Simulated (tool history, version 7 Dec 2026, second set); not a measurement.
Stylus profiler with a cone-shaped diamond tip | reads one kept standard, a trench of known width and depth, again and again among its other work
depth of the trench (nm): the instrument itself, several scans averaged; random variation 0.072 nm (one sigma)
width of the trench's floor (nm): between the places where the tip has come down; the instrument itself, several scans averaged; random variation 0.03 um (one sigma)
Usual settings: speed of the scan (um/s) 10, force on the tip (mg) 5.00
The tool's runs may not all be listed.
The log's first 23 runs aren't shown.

run	hour	speed of the scan (um/s)	force on the tip (mg)	depth of the trench (nm)	width of the trench's floor (nm)
24	2191.5	3	8.10	517.51	25600
25	2248.2	14	1.97	506.61	25630
26	2336.2	3	2.08	507.02	25670
27	2435.9	17	3.36	509.72	25590
28	2555.5	17	3.36	509.59	25600
29	2686.3	33	14.83	526.20	25540
30	2760.3	4	5.00	512.60	25640
31	2855.9	2	3.58	510.04	25640
32	2963.7	2	6.99	515.90	25610
33	3061.0	30	5.69	513.75	25610
34	3133.3	30	5.69	513.69	25520
35	3246.2	2	7.71	516.79	25660
36	3366.9	18	4.96	512.56	25580
37	3451.7	18	4.96	512.71	25580
38	3512.3	10	8.40	517.89	25590
39	3598.1	32	7.51	516.60	25580
40	3680.3	2	2.73	508.48	25620
41	3811.8	2	2.73	508.48	25650
42	3938.5	2	2.73	508.46	25670
43	4019.6	2	2.73	508.43	25600
44	4114.1	14	7.58	516.71	25560
45	4222.3	14	7.58	516.85	25570
46	4283.0	14	7.58	516.64	25570

Forecast each of these 4 alternatives for the next run:
A	4389.0	18	3.12	?	?
B	4389.0	10	1.67	?	?
C	4389.0	13	5.00	?	?
D	4389.0	3	7.58	?	?

run	depth of the trench (nm)	width of the trench's floor (nm)
A	509.20	25590
B	506.14	25570
C	512.56	25540
D	516.60	25620
Without the tool's hidden state the same runs would have given:
run	depth of the trench (nm)	width of the trench's floor (nm)
A	509.20	25600
B	506.14	25590
C	512.56	25560
D	516.60	25640
